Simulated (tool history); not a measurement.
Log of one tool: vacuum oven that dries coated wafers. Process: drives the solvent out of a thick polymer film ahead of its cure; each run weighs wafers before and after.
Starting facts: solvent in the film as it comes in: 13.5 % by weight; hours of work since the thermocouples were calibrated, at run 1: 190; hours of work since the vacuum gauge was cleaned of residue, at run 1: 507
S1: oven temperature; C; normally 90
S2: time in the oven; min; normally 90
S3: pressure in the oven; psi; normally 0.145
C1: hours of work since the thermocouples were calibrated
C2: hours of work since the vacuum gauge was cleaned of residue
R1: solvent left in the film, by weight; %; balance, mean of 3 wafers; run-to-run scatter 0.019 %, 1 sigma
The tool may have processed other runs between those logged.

run 1 day=0 | S1=90 S2=90 S3=0.145 | C1=190 C2=507 | R1=2.02
run 2 day=2.138 | S1=90 S2=90 S3=0.145 | C1=229 C2=546 | R1=2
run 3 day=3.725 | S1=90 S2=90 S3=0.158 | C1=258 C2=575 | R1=2.03
run 4 day=5.658 | S1=90 S2=90 S3=0.158 | C1=293 C2=611 | R1=2.03
run 5 day=8.242 | S1=90 S2=90 S3=0.158 | C1=340 C2=658 | R1=2.03
run 6 day=10.075 | S1=90 S2=90 S3=0.158 | C1=374 C2=691 | R1=1.98
run 7 day=12.104 | S1=90 S2=90 S3=0.158 | C1=411 C2=728 | R1=1.98
run 8 day=14.825 | S1=90 S2=90 S3=0.158 | C1=461 C2=778 | R1=1.99
run 9 day=17.65 | S1=90 S2=90 S3=0.145 | C1=512 C2=830 | R1=1.95
run 10 day=19.408 | S1=88 S2=90 S3=0.145 | C1=544 C2=862 | R1=2.27
run 11 day=21.604 | S1=88 S2=90 S3=0.145 | C1=584 C2=902 | R1=2.25
run 12 day=24.512 | S1=90 S2=90 S3=0.145 | C1=638 C2=955 | R1=1.91
run 13 day=26.696 | S1=90 S2=90 S3=0.145 | C1=677 C2=995 | R1=1.92
run 14 day=28.629 | S1=90 S2=90 S3=0.145 | C1=713 C2=1030 | R1=1.89
run 15 day=30.942 | S1=94 S2=90 S3=0.263 | C1=755 C2=1073 | R1=1.54
-- day=31.233 oven's thermocouples calibrated
run 16 day=33.188 | S1=93 S2=71 S3=0.145 | C1=36 C2=1112 | R1=2.43
run 17 day=34.617 | S1=79 S2=82 S3=0.567 | C1=62 C2=1138 | R1=5.55
run 18 day=36.854 | S1=79 S2=82 S3=0.567 | C1=103 C2=1179 | R1=5.55
run 19 day=39.438 | S1=79 S2=82 S3=0.567 | C1=150 C2=1226 | R1=5.54
run 20 day=41.488 | S1=103 S2=51 S3=0.336 | C1=187 C2=1264 | R1=2.17
run 21 day=43.383 | S1=98 S2=144 S3=0.332 | C1=222 C2=1298 | R1=0.79
run 22 day=44.929 | S1=98 S2=144 S3=0.332 | C1=250 C2=1327 | R1=0.8
run 23 day=47.167 | S1=98 S2=144 S3=0.332 | C1=291 C2=1367 | R1=0.8
run 24 day=50 | S1=98 S2=144 S3=0.332 | C1=343 C2=1419 | R1=0.8
run 25 day=51.538 | S1=80 S2=139 S3=0.145 | C1=371 C2=1447 | R1=2.4
run 26 day=53.171 | S1=90 S2=139 S3=0.145 | C1=401 C2=1477 | R1=1.09
run 27 day=56.088 | S1=90 S2=140 S3=0.145 | C1=454 C2=1530 | R1=1.03

Same runs, no hidden state in the tool, same run-to-run variation:
Hidden state present: true wafer temperature over the reading, C; true pressure over the reading, kPa; drift of the gauge itself on solvent_pct, %.
run=1 R1=2
run=2 R1=1.99
run=3 R1=2.02
run=4 R1=2.03
run=5 R1=2.04
run=6 R1=1.99
run=7 R1=2
run=8 R1=2.02
run=9 R1=2
run=10 R1=2.33
run=11 R1=2.32
run=12 R1=1.97
run=13 R1=2
run=14 R1=1.97
run=15 R1=1.61
run=16 R1=2.29
run=17 R1=5.36
run=18 R1=5.37
run=19 R1=5.38
run=20 R1=2.1
run=21 R1=0.67
run=22 R1=0.68
run=23 R1=0.68
run=24 R1=0.68
run=25 R1=2.24
run=26 R1=0.95
run=27 R1=0.9
